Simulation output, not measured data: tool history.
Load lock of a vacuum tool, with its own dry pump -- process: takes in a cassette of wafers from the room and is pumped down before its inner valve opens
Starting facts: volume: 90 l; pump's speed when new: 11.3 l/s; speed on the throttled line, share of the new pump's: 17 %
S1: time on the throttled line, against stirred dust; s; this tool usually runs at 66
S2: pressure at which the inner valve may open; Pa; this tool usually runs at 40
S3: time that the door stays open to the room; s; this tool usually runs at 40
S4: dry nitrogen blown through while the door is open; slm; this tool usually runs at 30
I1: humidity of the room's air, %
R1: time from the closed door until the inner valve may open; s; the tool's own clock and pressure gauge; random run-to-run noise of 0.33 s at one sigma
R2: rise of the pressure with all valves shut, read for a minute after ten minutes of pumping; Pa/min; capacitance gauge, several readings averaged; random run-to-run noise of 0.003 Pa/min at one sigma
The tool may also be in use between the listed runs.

run 1 day=0.000 | S1=66 S2=40 S3=40 S4=30 | I1=44.3 | R1=117.7 R2=0.024
run 2 day=2.821 | S1=66 S2=34 S3=40 S4=30 | I1=43.8 | R1=118.6 R2=0.036
run 3 day=6.467 | S1=66 S2=63 S3=40 S4=30 | I1=43.1 | R1=113.2 R2=0.027
run 4 day=9.725 | S1=66 S2=40 S3=40 S4=30 | I1=48.5 | R1=117.2 R2=0.034
run 5 day=13.100 | S1=75 S2=40 S3=40 S4=30 | I1=49.1 | R1=124.8 R2=0.035
run 6 day=17.612 | S1=75 S2=40 S3=40 S4=30 | I1=45.9 | R1=125.0 R2=0.032
run 7 day=22.758 | S1=66 S2=40 S3=40 S4=30 | I1=44.6 | R1=117.8 R2=0.035
run 8 day=26.808 | S1=66 S2=40 S3=40 S4=30 | I1=42.6 | R1=117.5 R2=0.034
run 9 day=31.175 | S1=66 S2=40 S3=40 S4=30 | I1=50.0 | R1=117.6 R2=0.033
run 10 day=34.171 | S1=66 S2=40 S3=40 S4=30 | I1=46.5 | R1=118.2 R2=0.041
run 11 day=39.038 | S1=66 S2=45 S3=40 S4=4 | I1=43.4 | R1=117.1 R2=0.054
run 12 day=43.558 | S1=66 S2=45 S3=40 S4=4 | I1=44.9 | R1=116.7 R2=0.059
run 13 day=47.833 | S1=98 S2=40 S3=40 S4=31 | I1=47.9 | R1=144.7 R2=0.038
run 14 day=52.900 | S1=66 S2=39 S3=40 S4=30 | I1=42.8 | R1=117.9 R2=0.039
run 15 day=56.483 | S1=66 S2=39 S3=40 S4=30 | I1=43.8 | R1=118.0 R2=0.043
run 16 day=61.112 | S1=92 S2=78 S3=207 S4=8 | I1=42.9 | R1=133.6 R2=0.115
run 17 day=65.467 | S1=112 S2=78 S3=25 S4=23 | I1=45.2 | R1=151.2 R2=0.039
run 18 day=68.821 | S1=112 S2=78 S3=25 S4=23 | I1=49.2 | R1=150.2 R2=0.044
run 19 day=71.962 | S1=112 S2=78 S3=25 S4=23 | I1=44.7 | R1=150.8 R2=0.042

Predict each of these 4 candidate next runs independently; none follows another, all start after run 19:
run A day=74.542 | S1=42 S2=78 S3=25 S4=7 | I1=44.6 | R1=? R2=?
run B day=74.542 | S1=66 S2=29 S3=89 S4=30 | I1=42.4 | R1=? R2=?
run C day=74.542 | S1=95 S2=37 S3=36 S4=30 | I1=42.7 | R1=? R2=?
run D day=74.542 | S1=92 S2=40 S3=40 S4=30 | I1=46.1 | R1=? R2=?

run=A R1=92.4 R2=0.056
run=B R1=121.2 R2=0.061
run=C R1=142.9 R2=0.043
run=D R1=139.7 R2=0.045
The same runs, with their run-to-run variation unchanged, on a tool lacking any hidden condition would have given:
run=A R1=91.7 R2=0.031
run=B R1=120.5 R2=0.036
run=C R1=142.2 R2=0.018
run=D R1=139.0 R2=0.019
